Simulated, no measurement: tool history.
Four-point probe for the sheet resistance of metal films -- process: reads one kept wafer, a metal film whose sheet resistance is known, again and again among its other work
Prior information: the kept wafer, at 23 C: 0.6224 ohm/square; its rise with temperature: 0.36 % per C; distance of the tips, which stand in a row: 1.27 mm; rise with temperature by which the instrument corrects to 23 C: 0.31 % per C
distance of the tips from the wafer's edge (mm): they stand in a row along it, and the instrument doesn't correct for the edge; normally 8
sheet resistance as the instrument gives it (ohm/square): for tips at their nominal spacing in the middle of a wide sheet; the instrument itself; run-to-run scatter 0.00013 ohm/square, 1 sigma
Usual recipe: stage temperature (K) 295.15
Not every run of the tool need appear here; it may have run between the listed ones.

| run | day | stage temperature (K) | distance of the tips from the wafer's edge (mm) | sheet resistance as the instrument gives it (ohm/square) |
|---|---|---|---|---|
| 1 | 0 | 295.15 | 8 | 0.626743 |
| 2 | 1.346 | 295.15 | 8 | 0.62653 |
| 3 | 2.292 | 295.15 | 8 | 0.626573 |
| 4 | 3.567 | 295.15 | 8 | 0.626757 |
| 5 | 4.125 | 295.15 | 8 | 0.626735 |
| 6 | 4.858 | 295.15 | 8 | 0.626739 |
| 7 | 5.958 | 295.15 | 8 | 0.62685 |
| 8 | 7.004 | 295.15 | 3 | 0.672134 |
| 9 | 7.9 | 295.15 | 8 | 0.626618 |
| 10 | 9.108 | 295.15 | 8 | 0.626403 |
| 11 | 10.458 | 295.15 | 8 | 0.626426 |
| 12 | 11.329 | 295.15 | 8 | 0.626433 |
| 13 | 11.892 | 295.15 | 26 | 0.619134 |
| 14 | 13.271 | 295.15 | 26 | 0.618907 |
| 15 | 14.55 | 295.15 | 8 | 0.625904 |
| 16 | 15.829 | 295.15 | 8 | 0.625916 |
| 17 | 16.833 | 299.15 | 19 | 0.620536 |
| 18 | 18.154 | 295.15 | 29 | 0.618346 |
| 19 | 19.321 | 295.15 | 11 | 0.622188 |
| 20 | 20.571 | 295.15 | 11 | 0.623001 |
| 21 | 21.775 | 295.15 | 11 | 0.622782 |
| 22 | 22.942 | 306.15 | 51 | 0.62205 |
| 23 | 23.683 | 302.15 | 15 | 0.623203 |
| 24 | 24.496 | 302.15 | 15 | 0.622881 |
| 25 | 25.279 | 295.15 | 5 | 0.639205 |
| 26 | 26.158 | 294.15 | 4 | 0.649435 |
| 27 | 27.054 | 305.15 | 30 | 0.622348 |

Taken out of this log: 2 entries between the listed runs. Where each belongs, and how the hidden state differs across it:
From run 14 to run 15: stage's thermometer calibrated (day 13.375)
  inner tips' distance over the nominal, %: -0.535 -> -0.539; tips' flats over new ones', %: 51 -> 52; wafer's true temperature over the reading, C: -0.15 -> -0.25
  difference, measured minus the result without the unlogged condition, sheet resistance as the instrument gives it (ohm/square): -0.003939 -> -0.004229
From run 19 to run 20: stage's thermometer calibrated, once more (day 20.571)
  inner tips' distance over the nominal, %: -0.551 -> -0.554; tips' flats over new ones', %: 55 -> 56; wafer's true temperature over the reading, C: -0.26 -> 0.01
  difference, measured minus the result without the unlogged condition, sheet resistance as the instrument gives it (ohm/square): -0.004331 -> -0.003727
